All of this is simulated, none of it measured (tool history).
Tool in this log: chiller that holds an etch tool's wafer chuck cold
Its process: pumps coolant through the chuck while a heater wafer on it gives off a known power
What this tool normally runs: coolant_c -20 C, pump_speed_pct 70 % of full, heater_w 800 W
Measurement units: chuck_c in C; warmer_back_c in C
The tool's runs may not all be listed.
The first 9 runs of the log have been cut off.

run   hour  coolant_c  pump_speed_pct  heater_w  hours since the coolant was changed and the channels were flushed  hours since the pump was overhauled  hours since the chiller's thermometer was calibrated  chuck_c  warmer_back_c
 10  317.1        -20              70       846                                                               1882                                  873                                                  3626    -11.9           3.09
 11  351.6        -20              70       846                                                               1916                                  908                                                  3661    -11.9           3.04
 12  391.6        -20              70       846                                                               1956                                  948                                                  3701      -12           3.12
 13  429.9        -20              70       987                                                               1995                                  986                                                  3739    -10.5           3.56
 14  464.7        -20              70       987                                                               2029                                 1021                                                  3774    -10.6           3.59
 15  483.7        -20              70       800                                                               2048                                 1040                                                  3793    -12.3           2.94
 16  528.2        -20              63       800                                                               2093                                 1085                                                  3838    -11.5           3.21
 17  557.7        -30              63       667                                                               2122                                 1114                                                  3867    -22.9           2.69
 18  586.5        -30              63       667                                                               2151                                 1143                                                  3896      -23           2.67
 19  628.5        -27              70      1096                                                               2193                                 1185                                                  3938    -16.4              4
 20  664.4        -13              99       967                                                               2229                                 1221                                                  3974     -6.4           2.46
 21  687.3        -13              99       967                                                               2252                                 1244                                                  3997     -6.2           2.54
 22  713.4        -13              90       732                                                               2278                                 1270                                                  4023     -7.5           2.15
 23  755.9        -20              99      1084                                                               2320                                 1312                                                  4065    -12.4           2.74
 24  787.1        -22              99       449                                                               2352                                 1343                                                  4096      -19           1.11
 25  826.2        -22              99       719                                                               2391                                 1383                                                  4136    -17.2           1.88
 26  849.4        -22              99       719                                                               2414                                 1406                                                  4159    -17.2           1.84
 27  871.9        -14              68       499                                                               2437                                 1428                                                  4181     -9.2           1.87
 28  915.4        -14              68       499                                                               2480                                 1472                                                  4225     -9.2           1.87
 29  957.1        -16              70       800                                                               2522                                 1514                                                  4266     -8.1           2.92
 30  984.8        -29              64       800                                                               2549                                 1541                                                  4294    -20.6           3.25

Estimate the outcome of run 31 from the log above:
 31  1008.3        -23              69       800                                                               2573                                 1565                                                  4318        ?              ?

Run 31 gave chuck_c -15.1 C, warmer_back_c 3.02 C.
The same run, on a tool lacking any hidden state, would have yielded chuck_c -15.6 C, warmer_back_c 2.85 C.
